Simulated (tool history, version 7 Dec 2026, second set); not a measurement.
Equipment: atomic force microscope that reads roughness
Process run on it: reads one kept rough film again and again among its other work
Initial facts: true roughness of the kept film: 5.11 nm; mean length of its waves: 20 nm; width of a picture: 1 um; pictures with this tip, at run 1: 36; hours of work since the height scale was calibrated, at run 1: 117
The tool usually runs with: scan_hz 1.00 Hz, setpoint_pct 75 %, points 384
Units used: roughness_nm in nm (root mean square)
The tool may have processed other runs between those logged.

| run | hour | scan_hz | setpoint_pct | points | pictures with this tip | hours of work since the height scale was calibrated | roughness_nm |
|---|---|---|---|---|---|---|---|
| 1 | 0.0 | 1.00 | 75 | 384 | 36 | 117 | 3.799 |
| 2 | 10.7 | 1.00 | 75 | 384 | 45 | 121 | 3.750 |
| 3 | 23.0 | 1.00 | 75 | 275 | 56 | 127 | 3.642 |
| 4 | 32.0 | 1.00 | 75 | 579 | 64 | 130 | 3.706 |
| 5 | 41.2 | 1.00 | 75 | 579 | 72 | 134 | 3.651 |
| 6 | 49.8 | 1.00 | 58 | 384 | 80 | 138 | 3.651 |
| 7 | 64.0 | 1.00 | 58 | 384 | 92 | 144 | 3.648 |
| 8 | 72.7 | 1.00 | 58 | 370 | 100 | 147 | 3.613 |
| 9 | 83.7 | 1.00 | 58 | 370 | 109 | 152 | 3.564 |
| 10 | 94.7 | 2.39 | 75 | 384 | 119 | 156 | 3.384 |
| 11 | 108.5 | 1.35 | 75 | 384 | 131 | 162 | 3.384 |
| 12 | 115.8 | 1.00 | 75 | 384 | 138 | 165 | 3.439 |
| 13 | 126.6 | 1.00 | 75 | 384 | 147 | 169 | 3.387 |
| 14 | 139.1 | 1.00 | 75 | 384 | 158 | 175 | 3.373 |
| 15 | 153.1 | 1.00 | 75 | 384 | 170 | 180 | 3.319 |
| 16 | 164.0 | 1.00 | 75 | 384 | 180 | 185 | 3.277 |
| 17 | 177.2 | 1.92 | 75 | 384 | 191 | 190 | 3.208 |
| 18 | 184.6 | 1.00 | 87 | 822 | 198 | 193 | 3.217 |
| 19 | 195.0 | 2.03 | 90 | 514 | 207 | 198 | 2.973 |
| 20 | 210.1 | 2.03 | 68 | 561 | 220 | 204 | 3.168 |
| 21 | 224.5 | 2.03 | 68 | 561 | 233 | 210 | 3.112 |
| 22 | 237.6 | 2.03 | 68 | 561 | 245 | 215 | 3.098 |
| 23 | 249.2 | 1.41 | 55 | 357 | 255 | 220 | 3.141 |
| 24 | 259.9 | 1.41 | 55 | 357 | 264 | 225 | 3.139 |
| 25 | 266.8 | 2.80 | 78 | 891 | 270 | 227 | 2.913 |
| 26 | 279.9 | 0.53 | 89 | 384 | 282 | 233 | 3.014 |
| 27 | 291.2 | 3.94 | 65 | 384 | 292 | 238 | 2.906 |
| 28 | 298.2 | 3.94 | 65 | 315 | 298 | 240 | 2.866 |
| 29 | 309.1 | 0.55 | 75 | 662 | 307 | 245 | 3.030 |
| 30 | 320.0 | 0.94 | 75 | 305 | 317 | 249 | 2.924 |
| 31 | 327.9 | 0.94 | 75 | 305 | 324 | 253 | 2.895 |
|  | 333.6 | new tip fitted |
| 32 | 343.9 | 0.94 | 75 | 305 | 9 | 259 | 3.841 |
| 33 | 359.6 | 0.54 | 75 | 943 | 22 | 266 | 3.932 |
| 34 | 368.6 | 1.00 | 55 | 902 | 30 | 269 | 3.908 |

Consider 3 possible next runs. They are alternatives, not a sequence: every one starts from the tool as it was left by run 34. What does each give?
| A | 376.6 | 3.66 | 90 | 728 | 37 | 273 | ? |
| B | 376.6 | 2.17 | 75 | 384 | 37 | 273 | ? |
| C | 376.6 | 2.43 | 65 | 337 | 37 | 273 | ? |

| run | roughness_nm |
|---|---|
| A | 3.200 |
| B | 3.646 |
| C | 3.703 |
Without the tool's unlogged condition, the same runs would have read:
| run | roughness_nm |
|---|---|
| A | 3.321 |
| B | 3.784 |
| C | 3.842 |

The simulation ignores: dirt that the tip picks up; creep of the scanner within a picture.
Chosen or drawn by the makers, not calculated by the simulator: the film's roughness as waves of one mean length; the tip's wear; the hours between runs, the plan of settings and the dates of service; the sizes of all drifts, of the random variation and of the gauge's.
